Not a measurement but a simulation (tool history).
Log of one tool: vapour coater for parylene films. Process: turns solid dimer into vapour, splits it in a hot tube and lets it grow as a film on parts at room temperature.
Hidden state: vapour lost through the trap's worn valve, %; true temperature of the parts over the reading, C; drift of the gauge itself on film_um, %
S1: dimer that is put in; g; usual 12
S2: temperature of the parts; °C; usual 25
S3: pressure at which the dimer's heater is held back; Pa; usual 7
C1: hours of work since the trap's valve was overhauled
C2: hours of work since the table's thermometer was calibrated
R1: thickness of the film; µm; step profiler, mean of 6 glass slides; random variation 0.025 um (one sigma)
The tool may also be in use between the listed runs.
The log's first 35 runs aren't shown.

run   hour  S1  S2    S3   C1   C2     R1
 36  540.8  12  25  8.58   39  631   4.72
 37    557  12  27     7   49  641   4.57
 38  568.1   6  18  10.4   55  648    2.9
 39  581.9  18  26  7.08   64  656   7.01
 40  603.4  14  18  2.08   77  669   9.46
 41  613.4  15  19  4.68   83  676   8.23
 42  630.1  19  22  4.68   94  686   9.34
 43  651.5  12  25  3.97  107  699   5.45
 44  669.1   8  25  3.97  118  710   3.66
 45  686.2  16  25  2.48  129  721    8.1
 46  707.5  16  25  2.48  142  734   8.08
 47  724.7  16  19  5.76  152  744   8.28
 48  740.1  16  19  2.29  162  754  10.04

Forecast each of these 3 alternatives for the next run:
  A  756.8  11  19  2.29  172  764   ?
  B  756.8  13  26  7.62  172  764   ?
  C  756.8  21  25  4.02  172  764   ?

run    R1
  A  6.88
  B  4.95
  C  9.43
Without the tool's hidden state the same runs would have given:
run    R1
  A  7.18
  B  5.17
  C  9.84

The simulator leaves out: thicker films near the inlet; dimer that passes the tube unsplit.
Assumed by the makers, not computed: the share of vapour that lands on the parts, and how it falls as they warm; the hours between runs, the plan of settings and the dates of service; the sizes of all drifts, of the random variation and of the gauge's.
